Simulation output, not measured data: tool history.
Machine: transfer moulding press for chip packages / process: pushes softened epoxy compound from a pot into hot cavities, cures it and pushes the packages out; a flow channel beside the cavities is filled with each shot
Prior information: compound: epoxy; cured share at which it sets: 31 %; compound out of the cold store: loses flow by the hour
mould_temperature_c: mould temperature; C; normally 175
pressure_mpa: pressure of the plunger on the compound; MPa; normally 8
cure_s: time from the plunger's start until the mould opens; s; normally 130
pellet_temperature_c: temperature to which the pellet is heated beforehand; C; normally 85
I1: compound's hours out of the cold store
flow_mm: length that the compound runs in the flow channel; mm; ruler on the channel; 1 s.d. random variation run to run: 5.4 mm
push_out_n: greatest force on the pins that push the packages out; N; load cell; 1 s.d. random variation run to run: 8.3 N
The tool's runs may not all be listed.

{"run": 1, "day": 0.0, "mould_temperature_c": 175, "pressure_mpa": 8, "cure_s": 130, "pellet_temperature_c": 85, "I1": 45.3, "flow_mm": 505, "push_out_n": 516}
{"run": 2, "day": 1.217, "mould_temperature_c": 175, "pressure_mpa": 8, "cure_s": 130, "pellet_temperature_c": 85, "I1": 25.9, "flow_mm": 526, "push_out_n": 602}
{"day": 1.383, "done": "cavities cleaned with cleaning compound and waxed"}
{"run": 3, "day": 1.925, "mould_temperature_c": 175, "pressure_mpa": 8, "cure_s": 130, "pellet_temperature_c": 85, "I1": 22.2, "flow_mm": 536, "push_out_n": 668}
{"run": 4, "day": 3.096, "mould_temperature_c": 175, "pressure_mpa": 8, "cure_s": 130, "pellet_temperature_c": 85, "I1": 39.9, "flow_mm": 502, "push_out_n": 728}
{"run": 5, "day": 3.754, "mould_temperature_c": 175, "pressure_mpa": 8, "cure_s": 130, "pellet_temperature_c": 85, "I1": 13.5, "flow_mm": 544, "push_out_n": 745}
{"day": 4.208, "done": "cavities cleaned with cleaning compound and waxed"}
{"run": 6, "day": 4.904, "mould_temperature_c": 175, "pressure_mpa": 8, "cure_s": 130, "pellet_temperature_c": 85, "I1": 27.6, "flow_mm": 520, "push_out_n": 431}
{"run": 7, "day": 5.908, "mould_temperature_c": 175, "pressure_mpa": 8, "cure_s": 130, "pellet_temperature_c": 85, "I1": 32.6, "flow_mm": 510, "push_out_n": 533}
{"day": 7.075, "done": "cavities cleaned with cleaning compound and waxed"}
{"run": 8, "day": 7.079, "mould_temperature_c": 175, "pressure_mpa": 8, "cure_s": 130, "pellet_temperature_c": 85, "I1": 41.7, "flow_mm": 500, "push_out_n": 367}
{"day": 7.458, "done": "cavities cleaned with cleaning compound and waxed, once more"}
{"run": 9, "day": 8.283, "mould_temperature_c": 175, "pressure_mpa": 8, "cure_s": 130, "pellet_temperature_c": 85, "I1": 12, "flow_mm": 525, "push_out_n": 455}
{"run": 10, "day": 9.258, "mould_temperature_c": 175, "pressure_mpa": 8, "cure_s": 116, "pellet_temperature_c": 85, "I1": 37.7, "flow_mm": 480, "push_out_n": 599}
{"run": 11, "day": 9.958, "mould_temperature_c": 175, "pressure_mpa": 8, "cure_s": 116, "pellet_temperature_c": 85, "I1": 27, "flow_mm": 506, "push_out_n": 684}
{"day": 10.346, "done": "cavities cleaned with cleaning compound and waxed"}
{"run": 12, "day": 10.704, "mould_temperature_c": 175, "pressure_mpa": 8, "cure_s": 116, "pellet_temperature_c": 85, "I1": 25.2, "flow_mm": 505, "push_out_n": 448}
{"day": 11.162, "done": "plunger's sealing rings changed"}
{"run": 13, "day": 11.746, "mould_temperature_c": 175, "pressure_mpa": 6.09, "cure_s": 130, "pellet_temperature_c": 91, "I1": 27.3, "flow_mm": 500, "push_out_n": 532}
{"run": 14, "day": 12.967, "mould_temperature_c": 171, "pressure_mpa": 8.32, "cure_s": 130, "pellet_temperature_c": 85, "I1": 44.5, "flow_mm": 545, "push_out_n": 647}
{"day": 13.333, "done": "cavities cleaned with cleaning compound and waxed"}
{"run": 15, "day": 14.079, "mould_temperature_c": 175, "pressure_mpa": 8, "cure_s": 157, "pellet_temperature_c": 95, "I1": 22.1, "flow_mm": 561, "push_out_n": 401}
{"run": 16, "day": 14.979, "mould_temperature_c": 175, "pressure_mpa": 7.24, "cure_s": 117, "pellet_temperature_c": 84, "I1": 20.3, "flow_mm": 530, "push_out_n": 608}
{"run": 17, "day": 15.688, "mould_temperature_c": 175, "pressure_mpa": 8, "cure_s": 162, "pellet_temperature_c": 85, "I1": 31.1, "flow_mm": 551, "push_out_n": 509}
{"day": 16.15, "done": "cavities cleaned with cleaning compound and waxed"}
{"run": 18, "day": 16.721, "mould_temperature_c": 175, "pressure_mpa": 8, "cure_s": 162, "pellet_temperature_c": 85, "I1": 28, "flow_mm": 542, "push_out_n": 363}
{"run": 19, "day": 17.733, "mould_temperature_c": 175, "pressure_mpa": 8, "cure_s": 162, "pellet_temperature_c": 85, "I1": 11.1, "flow_mm": 579, "push_out_n": 448}
{"run": 20, "day": 18.742, "mould_temperature_c": 175, "pressure_mpa": 8.47, "cure_s": 170, "pellet_temperature_c": 95, "I1": 8.5, "flow_mm": 598, "push_out_n": 508}
{"day": 19.038, "done": "cavities cleaned with cleaning compound and waxed"}
{"run": 21, "day": 20.183, "mould_temperature_c": 181, "pressure_mpa": 7.96, "cure_s": 126, "pellet_temperature_c": 85, "I1": 34.2, "flow_mm": 518, "push_out_n": 452}
{"run": 22, "day": 21.329, "mould_temperature_c": 175, "pressure_mpa": 6.21, "cure_s": 130, "pellet_temperature_c": 85, "I1": 9, "flow_mm": 506, "push_out_n": 587}
{"day": 21.908, "done": "cavities cleaned with cleaning compound and waxed"}
{"run": 23, "day": 22.55, "mould_temperature_c": 175, "pressure_mpa": 8.25, "cure_s": 130, "pellet_temperature_c": 90, "I1": 15, "flow_mm": 568, "push_out_n": 434}
{"run": 24, "day": 23.858, "mould_temperature_c": 175, "pressure_mpa": 8.25, "cure_s": 130, "pellet_temperature_c": 90, "I1": 15.1, "flow_mm": 564, "push_out_n": 543}

Here are 5 independent what-if runs from the current tool condition. What would each one return?
{"day": 24.783, "done": "cavities cleaned with cleaning compound and waxed"}
{"run": "A", "day": 24.962, "mould_temperature_c": 175, "pressure_mpa": 6.52, "cure_s": 126, "pellet_temperature_c": 95, "I1": 17.8, "flow_mm": "?", "push_out_n": "?"}
{"day": 24.783, "done": "cavities cleaned with cleaning compound and waxed"}
{"run": "B", "day": 24.962, "mould_temperature_c": 175, "pressure_mpa": 8.25, "cure_s": 155, "pellet_temperature_c": 90, "I1": 14.9, "flow_mm": "?", "push_out_n": "?"}
{"day": 24.783, "done": "cavities cleaned with cleaning compound and waxed"}
{"run": "C", "day": 24.962, "mould_temperature_c": 182, "pressure_mpa": 8, "cure_s": 130, "pellet_temperature_c": 77, "I1": 18.3, "flow_mm": "?", "push_out_n": "?"}
{"day": 24.783, "done": "cavities cleaned with cleaning compound and waxed"}
{"run": "D", "day": 24.962, "mould_temperature_c": 175, "pressure_mpa": 6.08, "cure_s": 130, "pellet_temperature_c": 90, "I1": 28.4, "flow_mm": "?", "push_out_n": "?"}
{"day": 24.783, "done": "cavities cleaned with cleaning compound and waxed"}
{"run": "E", "day": 24.962, "mould_temperature_c": 175, "pressure_mpa": 8.06, "cure_s": 130, "pellet_temperature_c": 78, "I1": 39.7, "flow_mm": "?", "push_out_n": "?"}

run=A flow_mm=499 push_out_n=383
run=B flow_mm=562 push_out_n=351
run=C flow_mm=526 push_out_n=349
run=D flow_mm=460 push_out_n=381
run=E flow_mm=511 push_out_n=377
Had the tool no hidden state, the same runs would have come out as:
run=A flow_mm=532 push_out_n=365
run=B flow_mm=599 push_out_n=327
run=C flow_mm=561 push_out_n=324
run=D flow_mm=491 push_out_n=361
run=E flow_mm=545 push_out_n=357

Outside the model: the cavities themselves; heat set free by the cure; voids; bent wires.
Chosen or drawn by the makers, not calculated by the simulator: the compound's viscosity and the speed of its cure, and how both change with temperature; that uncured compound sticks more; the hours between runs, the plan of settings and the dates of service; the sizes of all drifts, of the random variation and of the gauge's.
